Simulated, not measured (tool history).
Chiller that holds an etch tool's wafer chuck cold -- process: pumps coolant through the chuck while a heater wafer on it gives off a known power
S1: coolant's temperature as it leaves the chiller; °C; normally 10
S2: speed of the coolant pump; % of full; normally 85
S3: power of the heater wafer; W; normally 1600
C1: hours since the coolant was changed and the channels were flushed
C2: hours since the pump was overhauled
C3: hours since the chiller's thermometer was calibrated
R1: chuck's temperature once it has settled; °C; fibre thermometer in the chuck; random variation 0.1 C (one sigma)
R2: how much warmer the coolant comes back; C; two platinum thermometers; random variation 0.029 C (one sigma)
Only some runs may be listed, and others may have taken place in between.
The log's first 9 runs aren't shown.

run     day  S1  S2    S3    C1   C2    C3    R1    R2
     16.617  -- coolant pump overhauled
 10  19.171  10  85  1078  2350   61  4126  19.2  3.73
 11  22.208  10  85  1078  2423  134  4199  19.4  3.72
 12  24.125  10  85  1078  2469  180  4245  19.4  3.74
 13  25.525  10  85  1078  2503  214  4278  19.5  3.75
 14  28.308  10  85  1474  2569  281  4345  22.7  5.09
     28.667  -- coolant pump overhauled, once more
 15  30.538  10  85  1474  2618   45  4394  22.2  4.92
 16  31.821  10  85  1474  2649   76  4424  22.3  4.89
 17  34.083  11  85  1600  2703  130  4479  24.1  5.34
     35.842  -- chiller's thermometer calibrated
 18  36.029  11  85  1600  2749  176     4  23.9  5.34
 19  37.346  12  85  2220  2780  207    36    30  7.41
 20  39.312  12  85  2220  2827  255    83  30.3  7.42
 21  41.617  13  80  2360  2883  310   139  33.4  8.39
 22  43.312  10  92  1005  2924  351   179  17.8  3.05
 23  46.067  10  92  1005  2990  417   245  17.7  3.07
 24  47.858  10  92  1005  3033  460   288  17.8  3.06
 25  49.771   4  81  1600  3079  506   334  17.7  5.68
 26  52.042   4  81  1600  3133  560   389  17.5  5.69
 27  54.717  20  88  1267  3197  624   453  30.1  4.07
 28  56.692   4  85  1600  3245  672   500  17.2  5.39
 29  59.792  10  68  1807  3319  746   575  27.9  7.77
 30  62.067  10  72  1226  3374  801   629  21.8     5
 31  64.221  12  77  1418  3425  852   681  24.6  5.35
 32   66.25  12  81  2145  3474  901   730  30.3  7.63
 33  68.067  12  81  2145  3518  945   773  30.5  7.61

Branching from run 33: 3 alternative next runs. What would each branch give?
  A  69.95  13  93  2145  3563  990  819   ?   ?
  B  69.95  16  79   903  3563  990  819   ?   ?
  C  69.95   4  85  2001  3563  990  819   ?   ?

run    R1    R2
  A  29.3  6.51
  B  24.1  3.27
  C  20.4  6.68
Without the tool's hidden state the same runs would have given:
run    R1    R2
  A  28.3  6.43
  B  23.5  3.23
  C  19.4   6.6
